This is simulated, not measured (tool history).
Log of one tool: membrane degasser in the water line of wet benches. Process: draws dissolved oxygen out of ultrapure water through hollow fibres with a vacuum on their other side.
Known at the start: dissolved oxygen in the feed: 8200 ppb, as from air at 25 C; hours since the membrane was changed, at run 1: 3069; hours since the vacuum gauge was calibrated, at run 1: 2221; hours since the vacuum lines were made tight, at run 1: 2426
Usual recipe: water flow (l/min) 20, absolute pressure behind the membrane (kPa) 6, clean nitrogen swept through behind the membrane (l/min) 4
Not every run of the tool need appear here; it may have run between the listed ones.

run	hour	water flow (l/min)	absolute pressure behind the membrane (kPa)	clean nitrogen swept through behind the membrane (l/min)	hours since the membrane was changed	hours since the vacuum gauge was calibrated	hours since the vacuum lines were made tight	dissolved oxygen in the water behind the degasser (ppb)	pressure that the water loses in the fibres (kPa)
1	0	20	6	4	3069	2221	2426	344.7	45.46
2	167	20	6	4	3237	2388	2593	349.9	45.39
3	330.8	20	6	4	3400	2552	2756	343.1	45.29
4	475.8	20	6	5.17	3545	2697	2901	336.5	45.3
5	641	20	6	2.16	3711	2862	3067	369.3	45.48
6	735.9	20	6	2.16	3805	2957	3162	374.3	45.56
7	919	20	6	4	3989	3140	3345	346.2	45.34
8	1037.5	20	6	4	4107	3258	3463	346.8	45.55
9	1166.8	20	6	4	4236	3388	3592	360.6	45.69
10	1272.9	20	6	4	4342	3494	3699	342.3	45.56
11	1370.7	20	6	4	4440	3591	3796	353.2	45.32
12	1473.1	20	6	1.65	4543	3694	3899	395.1	45.76
13	1645.1	20	6	1.65	4715	3866	4071	400.5	45.57
14	1817	20	6	1.65	4886	4038	4243	398.1	45.64
15	1961.2	20	6	4	5031	4182	4387	357.8	45.8
16	2099.4	20	6	6.34	5169	4320	4525	341	46.01
17	2176.9	16	11.92	2.12	5246	4398	4603	341	36.93
18	2357	30	11.61	7	5426	4578	4783	797.6	68.75
19	2488.4	17	11.61	3.23	5558	4709	4914	319.8	38.77
20	2579.9	28	5.91	11.45	5649	4801	5006	671.3	63.96
21	2740.2	28	5.91	11.45	5810	4961	5166	668.6	63.8
22	2869.8	13	4.72	4.3	5939	5091	5295	113.3	29.83
23	3047.7	17	6	2.87	6117	5268	5473	260.4	38.98
24	3232.1	23	4.1	1.77	6302	5453	5658	475.6	52.76
25	3390.6	13	3.65	8.49	6460	5611	5816	103	29.94
26	3531.1	13	3.65	8.49	6601	5752	5957	105.1	29.93
27	3687.1	13	3.79	8.68	6757	5908	6113	103.4	30.1
28	3762.1	13	3.79	8.68	6832	5983	6188	103.4	30.07
29	3904.8	13	3.79	8.68	6974	6126	6330	103.4	29.88
30	4052.9	19	6	8.82	7122	6274	6479	311.1	43.84
31	4161.5	19	6	8.82	7231	6382	6587	303.2	43.79
32	4297.3	19	3.7	8.82	7367	6518	6723	299.8	44.37

For some of the steps in dissolved oxygen in the water behind the degasser (ppb) from one run to the next: how much would appear even if the tool had no hidden state, given the settings, what came in and random variation, and how much remains for the hidden state plus any gauge scatter that the measured result and the result without hidden state don't share?
Hidden state present: membrane still open, %; true pressure behind the membrane over the reading, kPa; air that leaks in behind the membrane, l/min; drift of the gauge itself on oxygen_ppb, %; drift of the gauge itself on loss_of_pressure_kpa, %.
Run 17 -> 18: water flow (l/min) 16 -> 30, absolute pressure behind the membrane (kPa) 11.92 -> 11.61, clean nitrogen swept through behind the membrane (l/min) 2.12 -> 7. dissolved oxygen in the water behind the degasser (ppb) +456.6: hidden state +28.7, all else +427.9.
Run 18 -> 19: water flow (l/min) 30 -> 17, clean nitrogen swept through behind the membrane (l/min) 7 -> 3.23. dissolved oxygen in the water behind the degasser (ppb) -477.8: hidden state -26.7, all else -451.1.
Run 21 -> 22: water flow (l/min) 28 -> 13, absolute pressure behind the membrane (kPa) 5.91 -> 4.72, clean nitrogen swept through behind the membrane (l/min) 11.45 -> 4.3. dissolved oxygen in the water behind the degasser (ppb) -555.3: hidden state -37.9, all else -517.4.
Run 24 -> 25: water flow (l/min) 23 -> 13, absolute pressure behind the membrane (kPa) 4.1 -> 3.65, clean nitrogen swept through behind the membrane (l/min) 1.77 -> 8.49. dissolved oxygen in the water behind the degasser (ppb) -372.6: hidden state -37.7, all else -334.9.
